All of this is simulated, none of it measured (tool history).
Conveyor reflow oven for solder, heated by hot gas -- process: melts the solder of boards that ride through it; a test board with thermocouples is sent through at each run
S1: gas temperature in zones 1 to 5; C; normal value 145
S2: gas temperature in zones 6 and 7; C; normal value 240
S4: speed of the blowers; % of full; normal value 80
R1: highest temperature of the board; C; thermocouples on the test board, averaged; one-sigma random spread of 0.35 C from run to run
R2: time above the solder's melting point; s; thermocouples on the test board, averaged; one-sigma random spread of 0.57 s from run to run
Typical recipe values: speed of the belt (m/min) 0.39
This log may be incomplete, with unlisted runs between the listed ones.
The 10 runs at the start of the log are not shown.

Run 11, hour 83.9: usual settings but S4 53 % of full. Result: R1 226.9 C, R2 108.6 s.
Run 12, hour 90.9: usual settings but S4 53 % of full. Result: R1 226.7 C, R2 107.8 s.
Run 13, hour 99.5: usual settings but S4 53 % of full. Result: R1 227.5 C, R2 107.5 s.
Run 14, hour 105.5: usual settings. Result: R1 231.2 C, R2 112.4 s.
Run 15, hour 110.8: usual settings but S1 136 C. Result: R1 230.4 C, R2 105.8 s.
Run 16, hour 120: usual settings but S1 136 C. Result: R1 230.4 C, R2 105.4 s.
Run 17, hour 129.3: usual settings but S1 136 C. Result: R1 230 C, R2 106.3 s.
Run 18, hour 137.9: usual settings but S1 136 C, S4 78 % of full. Result: R1 230 C, R2 105.3 s.
Run 19, hour 147.6: usual settings but S1 136 C, S4 85 % of full. Result: R1 230.6 C, R2 108.2 s.
Run 20, hour 152: usual settings but speed of the belt (m/min) 0.463. Result: R1 226.8 C, R2 90.2 s.
Run 21, hour 161.3: usual settings but speed of the belt (m/min) 0.463. Result: R1 226.4 C, R2 90.2 s.

Expected results for the next run?
Run 22, hour 167.7: usual settings but speed of the belt (m/min) 0.463. Result: R1 ?, R2 ?.

Run 22 produced R1 226.2 C, R2 89.6 s.
With no hidden state in the tool, this same run would have given R1 225.7 C, R2 89 s.
